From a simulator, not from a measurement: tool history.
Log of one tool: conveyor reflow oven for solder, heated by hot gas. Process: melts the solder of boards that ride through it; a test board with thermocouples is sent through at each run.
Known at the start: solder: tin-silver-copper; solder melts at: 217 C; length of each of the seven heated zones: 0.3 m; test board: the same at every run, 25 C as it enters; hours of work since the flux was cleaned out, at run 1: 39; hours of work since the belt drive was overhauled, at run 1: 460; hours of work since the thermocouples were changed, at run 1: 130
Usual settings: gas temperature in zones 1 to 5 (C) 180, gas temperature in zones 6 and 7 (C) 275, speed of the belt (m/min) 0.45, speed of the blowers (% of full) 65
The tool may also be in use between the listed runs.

run,day,gas temperature in zones 1 to 5 (C),gas temperature in zones 6 and 7 (C),speed of the belt (m/min),speed of the blowers (% of full),hours of work since the flux was cleaned out,hours of work since the belt drive was overhauled,hours of work since the thermocouples were changed,highest temperature of the board (C),time above the solder's melting point (s)
1,0,180,275,0.45,65,39,460,130,260.6,68.9
2,0.633,180,275,0.45,65,49,470,139,260.4,68.6
3,1.521,180,275,0.45,65,62,483,153,260.6,68.6
4,2.583,180,275,0.45,65,79,499,169,260.3,68.4
5,3.25,180,275,0.45,62,89,509,179,259.5,67.9
6,4.062,180,275,0.45,65,101,521,191,260.4,68.6
7,4.762,180,275,0.45,65,111,532,202,260.4,68.3
8,5.642,180,275,0.45,65,125,545,215,260.4,68.3
9,6.608,180,275,0.45,65,139,560,229,259.8,68.3
10,7.35,180,275,0.45,65,151,571,241,260.1,68.2
11,8.392,180,275,0.45,65,166,587,256,259.5,68.3
12,9.321,180,275,0.45,65,180,601,271,259.3,68.2
13,10.233,180,275,0.484,65,194,615,284,257.1,61.3
14,11.154,180,275,0.401,54,208,629,298,259.9,76.5
15,11.925,180,275,0.401,54,220,640,310,260.3,76.8
16,13.088,181,269,0.538,62,237,658,327,247.3,48.3
17,13.625,180,275,0.45,56,245,666,336,256.8,65.6
# day 13.892: belt drive overhauled, speed set with a stopwatch
18,14.35,180,275,0.45,56,254,7,344,256.4,66
19,15.033,171,277,0.366,51,264,17,354,261.7,82.7
20,16.192,188,288,0.366,66,282,35,372,278.1,98.6
21,16.817,192,288,0.477,59,291,44,381,268.5,73.7
22,17.9,177,283,0.477,59,307,61,398,261.7,63.9
23,18.846,179,290,0.536,61,322,75,412,264,58.3
24,19.617,180,276,0.449,56,333,87,424,256.9,66.5
# day 20.35: belt drive overhauled, speed set with a stopwatch, once more
25,20.517,173,275,0.437,65,344,3,435,257.6,65.3

How the hidden state differs across the entries between the runs, from the last listed run before each to the first after it:
Between runs 17 and 18: belt drive overhauled, speed set with a stopwatch (day 13.892)
  heat that the gas passes to the board, % of a clean oven's: 92.7 -> 92.4; belt's true speed, % of the reading: 98.87 -> 98.31; true gas temperature in zones 6 and 7 over the reading, C: -1.28 -> -1.3
  measured less the result without the state, highest temperature of the board (C): -2 -> -2; time above the solder's melting point (s): -0.8 -> -0.3
Between runs 24 and 25: belt drive overhauled, speed set with a stopwatch, once more (day 20.35)
  heat that the gas passes to the board, % of a clean oven's: 90.3 -> 90; belt's true speed, % of the reading: 98.2 -> 100.12; true gas temperature in zones 6 and 7 over the reading, C: -1.57 -> -1.61
  measured less the result without the state, highest temperature of the board (C): -2.5 -> -3.6; time above the solder's melting point (s): -0.7 -> -2.7
